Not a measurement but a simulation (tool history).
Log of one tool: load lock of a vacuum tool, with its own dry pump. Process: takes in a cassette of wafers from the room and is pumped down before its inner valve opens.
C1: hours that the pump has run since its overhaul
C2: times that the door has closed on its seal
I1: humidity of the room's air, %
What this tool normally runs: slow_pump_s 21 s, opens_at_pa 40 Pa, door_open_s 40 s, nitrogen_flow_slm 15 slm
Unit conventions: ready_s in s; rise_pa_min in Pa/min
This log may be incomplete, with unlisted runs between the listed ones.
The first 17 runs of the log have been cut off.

{"run": 18, "hour": 1415.0, "slow_pump_s": 11, "opens_at_pa": 40, "door_open_s": 117, "nitrogen_flow_slm": 15, "C1": 7302, "C2": 8889, "I1": 45.0, "ready_s": 31.3, "rise_pa_min": 0.034}
{"run": 19, "hour": 1520.9, "slow_pump_s": 11, "opens_at_pa": 40, "door_open_s": 124, "nitrogen_flow_slm": 15, "C1": 7408, "C2": 9051, "I1": 44.0, "ready_s": 30.2, "rise_pa_min": 0.031}
{"run": 20, "hour": 1577.3, "slow_pump_s": 21, "opens_at_pa": 40, "door_open_s": 123, "nitrogen_flow_slm": 15, "C1": 7464, "C2": 9137, "I1": 48.9, "ready_s": 38.3, "rise_pa_min": 0.036}
{"run": 21, "hour": 1638.4, "slow_pump_s": 20, "opens_at_pa": 69, "door_open_s": 40, "nitrogen_flow_slm": 22, "C1": 7525, "C2": 9231, "I1": 46.3, "ready_s": 36.8, "rise_pa_min": 0.019}
{"run": 22, "hour": 1702.9, "slow_pump_s": 20, "opens_at_pa": 69, "door_open_s": 136, "nitrogen_flow_slm": 5, "C1": 7590, "C2": 9330, "I1": 40.7, "ready_s": 36.4, "rise_pa_min": 0.051}
{"run": 23, "hour": 1811.9, "slow_pump_s": 14, "opens_at_pa": 32, "door_open_s": 40, "nitrogen_flow_slm": 15, "C1": 7699, "C2": 9496, "I1": 43.6, "ready_s": 33.6, "rise_pa_min": 0.024}
{"run": 24, "hour": 1926.3, "slow_pump_s": 14, "opens_at_pa": 32, "door_open_s": 40, "nitrogen_flow_slm": 15, "C1": 7813, "C2": 9672, "I1": 47.2, "ready_s": 33.9, "rise_pa_min": 0.021}
{"run": 25, "hour": 2041.4, "slow_pump_s": 21, "opens_at_pa": 58, "door_open_s": 40, "nitrogen_flow_slm": 22, "C1": 7928, "C2": 9848, "I1": 45.3, "ready_s": 36.9, "rise_pa_min": 0.02}
{"run": 26, "hour": 2117.4, "slow_pump_s": 23, "opens_at_pa": 40, "door_open_s": 40, "nitrogen_flow_slm": 6, "C1": 8004, "C2": 9964, "I1": 46.6, "ready_s": 39.6, "rise_pa_min": 0.026}
{"run": 27, "hour": 2189.3, "slow_pump_s": 35, "opens_at_pa": 37, "door_open_s": 124, "nitrogen_flow_slm": 15, "C1": 8076, "C2": 10074, "I1": 47.1, "ready_s": 48.5, "rise_pa_min": 0.039}
{"run": 28, "hour": 2273.7, "slow_pump_s": 10, "opens_at_pa": 37, "door_open_s": 40, "nitrogen_flow_slm": 15, "C1": 8161, "C2": 10203, "I1": 40.5, "ready_s": 30.3, "rise_pa_min": 0.02}
{"run": 29, "hour": 2350.3, "slow_pump_s": 15, "opens_at_pa": 36, "door_open_s": 160, "nitrogen_flow_slm": 5, "C1": 8237, "C2": 10320, "I1": 45.4, "ready_s": 34.2, "rise_pa_min": 0.061}
{"run": 30, "hour": 2436.5, "slow_pump_s": 10, "opens_at_pa": 40, "door_open_s": 66, "nitrogen_flow_slm": 14, "C1": 8323, "C2": 10452, "I1": 43.5, "ready_s": 30.2, "rise_pa_min": 0.026}
{"run": 31, "hour": 2541.0, "slow_pump_s": 10, "opens_at_pa": 40, "door_open_s": 66, "nitrogen_flow_slm": 14, "C1": 8428, "C2": 10612, "I1": 45.3, "ready_s": 30.4, "rise_pa_min": 0.027}
{"run": 32, "hour": 2628.4, "slow_pump_s": 26, "opens_at_pa": 29, "door_open_s": 28, "nitrogen_flow_slm": 5, "C1": 8515, "C2": 10746, "I1": 40.6, "ready_s": 42.3, "rise_pa_min": 0.022}
{"run": 33, "hour": 2696.1, "slow_pump_s": 26, "opens_at_pa": 51, "door_open_s": 199, "nitrogen_flow_slm": 5, "C1": 8583, "C2": 10850, "I1": 45.7, "ready_s": 40.4, "rise_pa_min": 0.074}
{"run": 34, "hour": 2808.0, "slow_pump_s": 26, "opens_at_pa": 51, "door_open_s": 199, "nitrogen_flow_slm": 5, "C1": 8695, "C2": 11021, "I1": 46.8, "ready_s": 41.1, "rise_pa_min": 0.07}
{"run": 35, "hour": 2928.8, "slow_pump_s": 26, "opens_at_pa": 51, "door_open_s": 199, "nitrogen_flow_slm": 5, "C1": 8816, "C2": 11206, "I1": 42.4, "ready_s": 40.8, "rise_pa_min": 0.062}
{"run": 36, "hour": 3031.0, "slow_pump_s": 33, "opens_at_pa": 38, "door_open_s": 94, "nitrogen_flow_slm": 4, "C1": 8918, "C2": 11362, "I1": 43.6, "ready_s": 46.7, "rise_pa_min": 0.048}
{"run": 37, "hour": 3098.0, "slow_pump_s": 27, "opens_at_pa": 49, "door_open_s": 122, "nitrogen_flow_slm": 15, "C1": 8985, "C2": 11465, "I1": 45.3, "ready_s": 42.1, "rise_pa_min": 0.039}

What if the next run were any one of these 3? Each begins from the tool's condition after run 37:
{"run": "A", "hour": 3196.0, "slow_pump_s": 21, "opens_at_pa": 40, "door_open_s": 40, "nitrogen_flow_slm": 10, "C1": 9083, "C2": 11615, "I1": 43.2, "ready_s": "?", "rise_pa_min": "?"}
{"run": "B", "hour": 3196.0, "slow_pump_s": 21, "opens_at_pa": 56, "door_open_s": 163, "nitrogen_flow_slm": 15, "C1": 9083, "C2": 11615, "I1": 44.4, "ready_s": "?", "rise_pa_min": "?"}
{"run": "C", "hour": 3196.0, "slow_pump_s": 27, "opens_at_pa": 49, "door_open_s": 122, "nitrogen_flow_slm": 7, "C1": 9083, "C2": 11615, "I1": 41.5, "ready_s": "?", "rise_pa_min": "?"}

run=A ready_s=38.1 rise_pa_min=0.023
run=B ready_s=37.3 rise_pa_min=0.040
run=C ready_s=41.6 rise_pa_min=0.046
Take away the tool's hidden state, keep each run's random variation, and the runs would have read:
run=A ready_s=38.1 rise_pa_min=0.023
run=B ready_s=37.2 rise_pa_min=0.040
run=C ready_s=41.6 rise_pa_min=0.046

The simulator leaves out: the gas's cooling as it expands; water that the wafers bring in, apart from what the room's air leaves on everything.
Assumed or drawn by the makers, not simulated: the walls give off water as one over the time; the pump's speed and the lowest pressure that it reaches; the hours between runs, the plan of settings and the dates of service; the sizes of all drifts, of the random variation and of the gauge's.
